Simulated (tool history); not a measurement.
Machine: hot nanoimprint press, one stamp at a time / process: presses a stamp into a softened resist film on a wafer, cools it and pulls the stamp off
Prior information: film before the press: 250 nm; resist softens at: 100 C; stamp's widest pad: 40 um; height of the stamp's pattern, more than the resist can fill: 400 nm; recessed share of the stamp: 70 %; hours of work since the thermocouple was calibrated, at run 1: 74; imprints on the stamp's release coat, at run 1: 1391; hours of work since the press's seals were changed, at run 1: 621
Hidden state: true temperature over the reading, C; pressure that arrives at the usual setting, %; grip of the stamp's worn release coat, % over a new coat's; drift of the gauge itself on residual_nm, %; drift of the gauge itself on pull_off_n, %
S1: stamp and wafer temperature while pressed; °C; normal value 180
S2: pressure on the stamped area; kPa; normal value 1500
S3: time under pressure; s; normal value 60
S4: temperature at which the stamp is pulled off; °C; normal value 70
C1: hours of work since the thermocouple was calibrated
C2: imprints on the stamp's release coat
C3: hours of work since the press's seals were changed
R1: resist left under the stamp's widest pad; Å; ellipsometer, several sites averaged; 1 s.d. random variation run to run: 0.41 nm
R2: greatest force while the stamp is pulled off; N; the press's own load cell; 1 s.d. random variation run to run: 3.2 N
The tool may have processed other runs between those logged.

run 1 hour=0.0 | S1=180 S2=1500 S3=60 S4=70 | C1=74 C2=1391 C3=621 | R1=983 R2=197
run 2 hour=39.7 | S1=180 S2=1500 S3=60 S4=70 | C1=96 C2=1530 C3=643 | R1=993 R2=205
run 3 hour=75.8 | S1=180 S2=1500 S3=60 S4=70 | C1=116 C2=1657 C3=663 | R1=993 R2=210
run 4 hour=128.9 | S1=180 S2=1500 S3=60 S4=70 | C1=145 C2=1843 C3=692 | R1=990 R2=208
run 5 hour=192.3 | S1=180 S2=1500 S3=60 S4=70 | C1=181 C2=2065 C3=727 | R1=996 R2=215
run 6 hour=265.5 | S1=180 S2=1500 S3=60 S4=71 | C1=221 C2=2322 C3=767 | R1=1004 R2=222
-- hour=294.9 stamp cleaned and given a new release coat
run 7 hour=348.3 | S1=180 S2=1500 S3=60 S4=71 | C1=263 C2=187 C3=810 | R1=1007 R2=155
run 8 hour=390.8 | S1=180 S2=1500 S3=60 S4=71 | C1=287 C2=336 C3=833 | R1=1014 R2=156
run 9 hour=423.2 | S1=180 S2=1500 S3=41 S4=70 | C1=305 C2=450 C3=851 | R1=1171 R2=164
run 10 hour=471.5 | S1=180 S2=1500 S3=60 S4=70 | C1=331 C2=619 C3=878 | R1=1011 R2=172
-- hour=480.7 plate thermocouple calibrated
run 11 hour=531.1 | S1=180 S2=1500 S3=60 S4=70 | C1=28 C2=817 C3=909 | R1=984 R2=169
run 12 hour=592.1 | S1=180 S2=1500 S3=60 S4=70 | C1=62 C2=1031 C3=943 | R1=979 R2=180
run 13 hour=663.9 | S1=180 S2=1500 S3=60 S4=70 | C1=101 C2=1283 C3=982 | R1=995 R2=179
run 14 hour=718.1 | S1=180 S2=1500 S3=91 S4=73 | C1=131 C2=1473 C3=1012 | R1=837 R2=182
run 15 hour=784.2 | S1=180 S2=1500 S3=101 S4=70 | C1=168 C2=1705 C3=1049 | R1=804 R2=204
run 16 hour=856.9 | S1=183 S2=1030 S3=69 S4=60 | C1=208 C2=1960 C3=1089 | R1=978 R2=249
run 17 hour=924.3 | S1=180 S2=1650 S3=54 S4=72 | C1=245 C2=2196 C3=1126 | R1=1010 R2=213
run 18 hour=975.1 | S1=180 S2=1650 S3=54 S4=72 | C1=273 C2=2374 C3=1154 | R1=1014 R2=216
-- hour=995.6 stamp cleaned and given a new release coat
run 19 hour=1039.4 | S1=189 S2=1030 S3=88 S4=59 | C1=305 C2=153 C3=1186 | R1=693 R2=184
-- hour=1075.2 press's hydraulic seals changed and the load cell set to zero
run 20 hour=1084.2 | S1=174 S2=950 S3=60 S4=72 | C1=326 C2=282 C3=5 | R1=1491 R2=153
-- hour=1106.3 plate thermocouple calibrated
run 21 hour=1135.1 | S1=174 S2=1940 S3=46 S4=72 | C1=16 C2=450 C3=31 | R1=1222 R2=158
run 22 hour=1167.5 | S1=173 S2=1940 S3=45 S4=57 | C1=34 C2=564 C3=49 | R1=1288 R2=206
run 23 hour=1214.6 | S1=173 S2=1940 S3=45 S4=57 | C1=60 C2=729 C3=75 | R1=1294 R2=216
run 24 hour=1257.4 | S1=173 S2=1940 S3=45 S4=57 | C1=83 C2=879 C3=99 | R1=1298 R2=227
run 25 hour=1324.9 | S1=180 S2=1500 S3=60 S4=70 | C1=121 C2=1116 C3=136 | R1=967 R2=188
run 26 hour=1397.8 | S1=188 S2=1130 S3=46 S4=60 | C1=161 C2=1371 C3=176 | R1=882 R2=225

Across each entry between runs, compare the hidden state at the last listed run before it with the hidden state at the first listed run after it:
In the gap between runs 6 and 7: stamp cleaned and given a new release coat (hour 294.9)
  true temperature over the reading, C: -0.56 -> -0.64; pressure that arrives at the usual setting, %: 95.13 -> 94.84; grip of the stamp's worn release coat, % over a new coat's: 48 -> 3.6
  difference, measured minus the result without the unlogged condition, R1: +46 -> +51 Å; R2: +74 -> +7 N
In the gap between runs 10 and 11: plate thermocouple calibrated (hour 480.7)
  true temperature over the reading, C: -0.76 -> -0.02; pressure that arrives at the usual setting, %: 94.43 -> 94.22; grip of the stamp's worn release coat, % over a new coat's: 12.2 -> 16.2
  difference, measured minus the result without the unlogged condition, R1: +57 -> +27 Å; R2: +20 -> +24 N
In the gap between runs 18 and 19: stamp cleaned and given a new release coat (hour 995.6)
  true temperature over the reading, C: -0.47 -> -0.54; pressure that arrives at the usual setting, %: 92.55 -> 92.33; grip of the stamp's worn release coat, % over a new coat's: 49.1 -> 3
  difference, measured minus the result without the unlogged condition, R1: +58 -> +33 Å; R2: +72 -> +7 N
In the gap between runs 19 and 20: press's hydraulic seals changed and the load cell set to zero (hour 1075.2)
  true temperature over the reading, C: -0.54 -> -0.57; pressure that arrives at the usual setting, %: 92.33 -> 100.09; grip of the stamp's worn release coat, % over a new coat's: 3 -> 5.5
  difference, measured minus the result without the unlogged condition, R1: +33 -> +30 Å; R2: +7 -> +9 N
In the gap between runs 20 and 21: plate thermocouple calibrated (hour 1106.3)
  true temperature over the reading, C: -0.57 -> 0.06; pressure that arrives at the usual setting, %: 100.09 -> 99.92; grip of the stamp's worn release coat, % over a new coat's: 5.5 -> 8.8
  difference, measured minus the result without the unlogged condition, R1: +30 -> -3 Å; R2: +9 -> +13 N

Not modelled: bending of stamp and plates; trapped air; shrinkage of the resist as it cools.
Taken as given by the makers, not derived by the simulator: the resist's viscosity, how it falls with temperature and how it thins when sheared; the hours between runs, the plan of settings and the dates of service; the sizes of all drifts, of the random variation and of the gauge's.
